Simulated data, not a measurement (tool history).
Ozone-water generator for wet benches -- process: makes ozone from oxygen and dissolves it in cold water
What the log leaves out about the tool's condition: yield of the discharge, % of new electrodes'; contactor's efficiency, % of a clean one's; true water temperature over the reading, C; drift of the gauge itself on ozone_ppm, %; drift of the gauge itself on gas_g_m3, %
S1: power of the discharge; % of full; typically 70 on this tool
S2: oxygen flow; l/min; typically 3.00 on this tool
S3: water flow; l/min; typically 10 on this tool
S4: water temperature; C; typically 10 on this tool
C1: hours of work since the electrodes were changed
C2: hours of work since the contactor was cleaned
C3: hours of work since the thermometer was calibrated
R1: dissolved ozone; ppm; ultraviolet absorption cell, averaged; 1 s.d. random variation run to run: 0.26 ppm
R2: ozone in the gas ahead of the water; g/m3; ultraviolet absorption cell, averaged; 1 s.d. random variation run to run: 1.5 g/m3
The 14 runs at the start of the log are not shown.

{"run": 15, "hour": 643.8, "S1": 84, "S2": 3.0, "S3": 10, "S4": 10, "C1": 2544, "C2": 519, "C3": 1290, "R1": 42.2, "R2": 289.3}
{"run": 16, "hour": 680.3, "S1": 84, "S2": 3.0, "S3": 10, "S4": 10, "C1": 2579, "C2": 553, "C3": 1324, "R1": 41.9, "R2": 291.2}
{"run": 17, "hour": 723.7, "S1": 72, "S2": 1.53, "S3": 10, "S4": 10, "C1": 2619, "C2": 594, "C3": 1365, "R1": 32.4, "R2": 350.5}
{"run": 18, "hour": 755.3, "S1": 72, "S2": 1.53, "S3": 10, "S4": 10, "C1": 2648, "C2": 623, "C3": 1394, "R1": 32.2, "R2": 346.4}
{"run": 19, "hour": 791.4, "S1": 97, "S2": 2.72, "S3": 13, "S4": 7, "C1": 2682, "C2": 657, "C3": 1428, "R1": 37.3, "R2": 327.1}
{"run": 20, "hour": 825.1, "S1": 70, "S2": 3.0, "S3": 10, "S4": 11, "C1": 2714, "C2": 688, "C3": 1459, "R1": 37.2, "R2": 262.8}
{"run": 21, "hour": 869.5, "S1": 63, "S2": 4.44, "S3": 16, "S4": 15, "C1": 2755, "C2": 730, "C3": 1501, "R1": 25.0, "R2": 211.0}
{"run": 22, "hour": 905.3, "S1": 63, "S2": 4.44, "S3": 16, "S4": 15, "C1": 2788, "C2": 763, "C3": 1534, "R1": 24.9, "R2": 211.8}
{"run": 23, "hour": 949.7, "S1": 70, "S2": 3.0, "S3": 6, "S4": 14, "C1": 2830, "C2": 804, "C3": 1576, "R1": 48.7, "R2": 262.6}
{"run": 24, "hour": 1000.2, "S1": 70, "S2": 2.76, "S3": 6, "S4": 10, "C1": 2877, "C2": 852, "C3": 1623, "R1": 52.5, "R2": 270.4}
{"run": 25, "hour": 1061.5, "S1": 44, "S2": 3.0, "S3": 10, "S4": 10, "C1": 2934, "C2": 909, "C3": 1680, "R1": 29.1, "R2": 200.1}
{"run": 26, "hour": 1115.3, "S1": 70, "S2": 3.98, "S3": 10, "S4": 6, "C1": 2984, "C2": 959, "C3": 1730, "R1": 41.4, "R2": 231.7}
{"run": 27, "hour": 1157.3, "S1": 70, "S2": 3.98, "S3": 10, "S4": 6, "C1": 3024, "C2": 998, "C3": 1769, "R1": 41.8, "R2": 233.1}
{"run": 28, "hour": 1186.6, "S1": 70, "S2": 3.98, "S3": 10, "S4": 6, "C1": 3051, "C2": 1025, "C3": 1797, "R1": 41.8, "R2": 233.4}
{"run": 29, "hour": 1241.8, "S1": 79, "S2": 3.98, "S3": 10, "S4": 6, "C1": 3102, "C2": 1077, "C3": 1848, "R1": 44.8, "R2": 248.4}
{"run": 30, "hour": 1293.1, "S1": 55, "S2": 3.98, "S3": 12, "S4": 6, "C1": 3150, "C2": 1125, "C3": 1896, "R1": 31.6, "R2": 202.7}

What does the tool deliver on the next run?
{"run": 31, "hour": 1329.7, "S1": 55, "S2": 3.98, "S3": 12, "S4": 6, "C1": 3184, "C2": 1159, "C3": 1930, "R1": "?", "R2": "?"}

R1: 31.8 ppm
R2: 202.1 g/m3
Without the tool's hidden state the same run would have given R1 33.9 ppm, R2 212.7 g/m3.
